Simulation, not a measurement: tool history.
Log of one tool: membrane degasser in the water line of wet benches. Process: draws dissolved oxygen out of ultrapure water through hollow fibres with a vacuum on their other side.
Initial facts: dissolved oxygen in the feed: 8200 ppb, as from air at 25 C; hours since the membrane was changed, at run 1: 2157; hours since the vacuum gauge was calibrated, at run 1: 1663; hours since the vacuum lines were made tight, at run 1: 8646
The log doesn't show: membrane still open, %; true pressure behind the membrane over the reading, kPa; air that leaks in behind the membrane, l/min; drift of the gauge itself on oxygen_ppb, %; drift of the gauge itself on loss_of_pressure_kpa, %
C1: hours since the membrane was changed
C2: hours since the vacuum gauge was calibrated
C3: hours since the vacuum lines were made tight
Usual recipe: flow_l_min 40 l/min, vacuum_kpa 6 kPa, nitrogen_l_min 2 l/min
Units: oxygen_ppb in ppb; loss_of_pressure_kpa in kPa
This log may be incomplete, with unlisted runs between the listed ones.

Run 1, hour 0: usual settings; C1 2157; C2 1663; C3 8646. Result: oxygen_ppb 138.9 ppb, loss_of_pressure_kpa 59.17 kPa.
Run 2, hour 77: usual settings; C1 2234; C2 1740; C3 8723. Result: oxygen_ppb 139.8 ppb, loss_of_pressure_kpa 59.63 kPa.
Run 3, hour 148.6: usual settings but vacuum_kpa 3.96 kPa; C1 2305; C2 1812; C3 8795. Result: oxygen_ppb 49 ppb, loss_of_pressure_kpa 59.29 kPa.
Run 4, hour 237.9: usual settings but vacuum_kpa 3.96 kPa; C1 2394; C2 1901; C3 8884. Result: oxygen_ppb 50.7 ppb, loss_of_pressure_kpa 59.41 kPa.
Run 5, hour 302.5: usual settings but vacuum_kpa 3.96 kPa; C1 2459; C2 1966; C3 8949. Result: oxygen_ppb 51.1 ppb, loss_of_pressure_kpa 59.01 kPa.
Run 6, hour 394.5: usual settings but vacuum_kpa 3.96 kPa; C1 2551; C2 2058; C3 9041. Result: oxygen_ppb 51.1 ppb, loss_of_pressure_kpa 59.55 kPa.
Run 7, hour 483.2: usual settings but nitrogen_l_min 3 l/min; C1 2640; C2 2146; C3 9129. Result: oxygen_ppb 102.5 ppb, loss_of_pressure_kpa 59.74 kPa.
Run 8, hour 549.4: usual settings; C1 2706; C2 2213; C3 9195. Result: oxygen_ppb 141.8 ppb, loss_of_pressure_kpa 59.81 kPa.
Run 9, hour 605.9: usual settings; C1 2762; C2 2269; C3 9252. Result: oxygen_ppb 140.8 ppb, loss_of_pressure_kpa 59.74 kPa.
Run 10, hour 684.1: usual settings but nitrogen_l_min 3.71 l/min; C1 2841; C2 2347; C3 9330. Result: oxygen_ppb 86.4 ppb, loss_of_pressure_kpa 59.37 kPa.
Run 11, hour 759: usual settings but nitrogen_l_min 3.71 l/min; C1 2916; C2 2422; C3 9405. Result: oxygen_ppb 88 ppb, loss_of_pressure_kpa 60 kPa.
Run 12, hour 826.8: usual settings; C1 2983; C2 2490; C3 9473. Result: oxygen_ppb 141 ppb, loss_of_pressure_kpa 59.98 kPa.
Run 13, hour 872: usual settings; C1 3029; C2 2535; C3 9518. Result: oxygen_ppb 140 ppb, loss_of_pressure_kpa 59.26 kPa.
Run 14, hour 937.7: usual settings; C1 3094; C2 2601; C3 9584. Result: oxygen_ppb 141.6 ppb, loss_of_pressure_kpa 59.19 kPa.
Run 15, hour 1008.9: usual settings; C1 3165; C2 2672; C3 9655. Result: oxygen_ppb 141 ppb, loss_of_pressure_kpa 59.9 kPa.
Run 16, hour 1063.9: usual settings; C1 3220; C2 2727; C3 9710. Result: oxygen_ppb 140.3 ppb, loss_of_pressure_kpa 59.3 kPa.
Run 17, hour 1145.8: usual settings but flow_l_min 34 l/min, nitrogen_l_min 3.09 l/min; C1 3302; C2 2809; C3 9792. Result: oxygen_ppb 80.1 ppb, loss_of_pressure_kpa 50.83 kPa.
Run 18, hour 1232.3: usual settings but flow_l_min 31 l/min, vacuum_kpa 9.91 kPa, nitrogen_l_min 2.7 l/min; C1 3389; C2 2896; C3 9878. Result: oxygen_ppb 182.8 ppb, loss_of_pressure_kpa 46.11 kPa.
Run 19, hour 1313: usual settings but flow_l_min 29 l/min, vacuum_kpa 11.47 kPa, nitrogen_l_min 2.7 l/min; C1 3470; C2 2976; C3 9959. Result: oxygen_ppb 209.9 ppb, loss_of_pressure_kpa 43.12 kPa.
Run 20, hour 1372.5: usual settings but vacuum_kpa 4.32 kPa, nitrogen_l_min 2.06 l/min; C1 3529; C2 3036; C3 10019. Result: oxygen_ppb 67.7 ppb, loss_of_pressure_kpa 59.47 kPa.
Run 21, hour 1429.7: usual settings but flow_l_min 56 l/min, vacuum_kpa 4.57 kPa, nitrogen_l_min 2.97 l/min; C1 3586; C2 3093; C3 10076. Result: oxygen_ppb 139.2 ppb, loss_of_pressure_kpa 83.16 kPa.
Run 22, hour 1512.5: usual settings but flow_l_min 25 l/min, vacuum_kpa 3.97 kPa, nitrogen_l_min 4.2 l/min; C1 3669; C2 3176; C3 10159. Result: oxygen_ppb 13.5 ppb, loss_of_pressure_kpa 36.97 kPa.
Run 23, hour 1552.4: usual settings but vacuum_kpa 5 kPa, nitrogen_l_min 1.59 l/min; C1 3709; C2 3216; C3 10199. Result: oxygen_ppb 116.9 ppb, loss_of_pressure_kpa 59.81 kPa.
Run 24, hour 1634.8: usual settings but vacuum_kpa 12.22 kPa, nitrogen_l_min 1.15 l/min; C1 3791; C2 3298; C3 10281. Result: oxygen_ppb 630.6 ppb, loss_of_pressure_kpa 59.4 kPa.
Run 25, hour 1697.4: usual settings but flow_l_min 29 l/min; C1 3854; C2 3361; C3 10344. Result: oxygen_ppb 97.7 ppb, loss_of_pressure_kpa 43.18 kPa.
Run 26, hour 1757: usual settings but flow_l_min 25 l/min, vacuum_kpa 11.38 kPa; C1 3914; C2 3420; C3 10403. Result: oxygen_ppb 235.2 ppb, loss_of_pressure_kpa 37.28 kPa.
Run 27, hour 1822.2: usual settings but nitrogen_l_min 1.09 l/min; C1 3979; C2 3485; C3 10468. Result: oxygen_ppb 223.8 ppb, loss_of_pressure_kpa 59.66 kPa.
Run 28, hour 1918.2: usual settings but flow_l_min 39 l/min, vacuum_kpa 9.21 kPa, nitrogen_l_min 1.11 l/min; C1 4075; C2 3581; C3 10564. Result: oxygen_ppb 433.9 ppb, loss_of_pressure_kpa 58.67 kPa.

Forecast each of these 4 alternatives for the next run:
Run A, hour 1982.9: usual settings but flow_l_min 28 l/min, nitrogen_l_min 5.83 l/min; C1 4139; C2 3646; C3 10629. Result: oxygen_ppb ?, loss_of_pressure_kpa ?.
Run B, hour 1982.9: usual settings but nitrogen_l_min 2.59 l/min; C1 4139; C2 3646; C3 10629. Result: oxygen_ppb ?, loss_of_pressure_kpa ?.
Run C, hour 1982.9: usual settings but vacuum_kpa 6.47 kPa, nitrogen_l_min 1.51 l/min; C1 4139; C2 3646; C3 10629. Result: oxygen_ppb ?, loss_of_pressure_kpa ?.
Run D, hour 1982.9: usual settings but vacuum_kpa 6.08 kPa, nitrogen_l_min 2.93 l/min; C1 4139; C2 3646; C3 10629. Result: oxygen_ppb ?, loss_of_pressure_kpa ?.

run  oxygen_ppb  loss_of_pressure_kpa
  A        35.4                 41.88
  B         118                 60.02
  C       206.2                 59.35
  D       108.7                 59.95
Without the tool's unlogged condition, the same runs would have read:
run  oxygen_ppb  loss_of_pressure_kpa
  A        33.8                 41.45
  B         113                 59.42
  C         199                 58.75
  D       104.1                 59.34
